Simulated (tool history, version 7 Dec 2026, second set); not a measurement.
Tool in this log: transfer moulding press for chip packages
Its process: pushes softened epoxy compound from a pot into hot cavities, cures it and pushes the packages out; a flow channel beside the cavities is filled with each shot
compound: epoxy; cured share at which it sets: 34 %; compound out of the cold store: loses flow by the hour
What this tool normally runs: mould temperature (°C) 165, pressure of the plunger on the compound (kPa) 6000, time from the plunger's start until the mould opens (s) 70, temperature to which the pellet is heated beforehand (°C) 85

run	hour	mould temperature (°C)	pressure of the plunger on the compound (kPa)	time from the plunger's start until the mould opens (s)	temperature to which the pellet is heated beforehand (°C)	incoming compound's hours out of the cold store	length that the compound runs in the flow channel (mm)	greatest force on the pins that push the packages out (N)
1	0	165	6000	70	85	43.4	676	644
2	19.5	165	6000	70	85	13.9	777	957
3	33.6	165	6000	70	85	43.8	665	944
# hour 37: cavities cleaned with cleaning compound and waxed
# hour 55.7: mould's thermocouples calibrated
4	55.8	165	6000	70	85	38.5	682	1118
5	69.3	165	6000	70	85	21.6	747	1155
# hour 76: cavities cleaned with cleaning compound and waxed
6	86.5	165	6000	70	85	43.4	669	758
7	100.4	171	6000	108	85	47.5	649	575
# hour 113: cavities cleaned with cleaning compound and waxed
8	115.1	171	6000	108	85	28.8	705	419
# hour 119.5: cavities cleaned with cleaning compound and waxed, once more
9	133.4	165	4950	70	85	18	681	825
10	142.8	165	4970	76	85	9.4	707	820
# hour 157.8: cavities cleaned with cleaning compound and waxed
11	164.2	160	6200	88	91	17.3	763	574
12	177.7	160	7480	99	91	19.2	833	625

Consider 3 possible next runs. They are alternatives, not a sequence: every one starts from the tool as it was left by run 12. What does each give?
# hour 195.4: cavities cleaned with cleaning compound and waxed
A	199	162	5130	99	90	25	?	?
# hour 195.4: cavities cleaned with cleaning compound and waxed
B	199	161	4850	99	80	36.7	?	?
# hour 195.4: cavities cleaned with cleaning compound and waxed
C	199	164	5830	105	85	43	?	?

run	length that the compound runs in the flow channel (mm)	greatest force on the pins that push the packages out (N)
A	666	459
B	608	470
C	652	448
With the hidden condition removed and each run's random variation left untouched, the same runs would have given:
run	length that the compound runs in the flow channel (mm)	greatest force on the pins that push the packages out (N)
A	712	417
B	650	427
C	696	407

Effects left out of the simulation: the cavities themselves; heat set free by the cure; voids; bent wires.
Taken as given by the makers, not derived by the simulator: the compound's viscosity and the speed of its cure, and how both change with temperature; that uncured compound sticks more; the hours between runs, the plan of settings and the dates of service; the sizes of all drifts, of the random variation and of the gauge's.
